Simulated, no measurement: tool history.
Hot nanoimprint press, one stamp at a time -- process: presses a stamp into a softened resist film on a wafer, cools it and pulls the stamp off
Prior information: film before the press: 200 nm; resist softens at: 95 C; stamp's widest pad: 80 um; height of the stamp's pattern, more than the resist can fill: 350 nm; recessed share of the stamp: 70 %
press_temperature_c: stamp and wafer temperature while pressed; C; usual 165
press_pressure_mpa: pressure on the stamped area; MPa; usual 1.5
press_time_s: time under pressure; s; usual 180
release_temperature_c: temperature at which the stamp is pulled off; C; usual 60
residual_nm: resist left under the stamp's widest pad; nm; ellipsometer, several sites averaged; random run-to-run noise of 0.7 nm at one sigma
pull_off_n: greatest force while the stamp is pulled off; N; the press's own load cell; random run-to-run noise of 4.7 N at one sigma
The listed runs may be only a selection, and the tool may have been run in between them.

run,day,press_temperature_c,press_pressure_mpa,press_time_s,release_temperature_c,residual_nm,pull_off_n
1,0,165,1.5,180,60,115.7,230
2,0.921,165,1.5,180,60,115,232
3,2.138,165,1.5,356,60,93.1,233
4,3.442,165,1.88,356,60,82.7,229
5,4.192,165,1.5,180,60,115.1,241
6,5.65,165,1.5,180,60,115.8,236
7,6.742,174,1.5,180,60,78.6,224
8,7.442,156,1.5,113,60,170.2,227
9,8.462,156,1.5,113,60,170.2,234
10,9.85,162,1.5,180,60,129.5,234
11,10.975,162,1.5,180,60,130.1,237
12,11.696,165,1.5,150,57,121.4,261
13,12.85,165,0.94,150,57,147,246
14,14.167,159,1.69,116,56,151,262

Predict each of these 4 candidate next runs independently; none follows another, all start after run 14:
# day 14.508: stamp cleaned and given a new release coat
A,15.525,159,2.39,103,64,?,?
# day 14.508: stamp cleaned and given a new release coat
B,15.525,162,1.5,267,60,?,?
# day 14.508: stamp cleaned and given a new release coat
C,15.525,169,1.38,116,56,?,?
# day 14.508: stamp cleaned and given a new release coat
D,15.525,155,1.5,180,60,?,?

run,residual_nm,pull_off_n
A,136.6,206
B,114.6,231
C,117,249
D,161.9,230
With the hidden condition removed and each run's random variation left untouched, the same runs would have given:
run,residual_nm,pull_off_n
A,136.5,206
B,114.6,231
C,117,248
D,161.9,230

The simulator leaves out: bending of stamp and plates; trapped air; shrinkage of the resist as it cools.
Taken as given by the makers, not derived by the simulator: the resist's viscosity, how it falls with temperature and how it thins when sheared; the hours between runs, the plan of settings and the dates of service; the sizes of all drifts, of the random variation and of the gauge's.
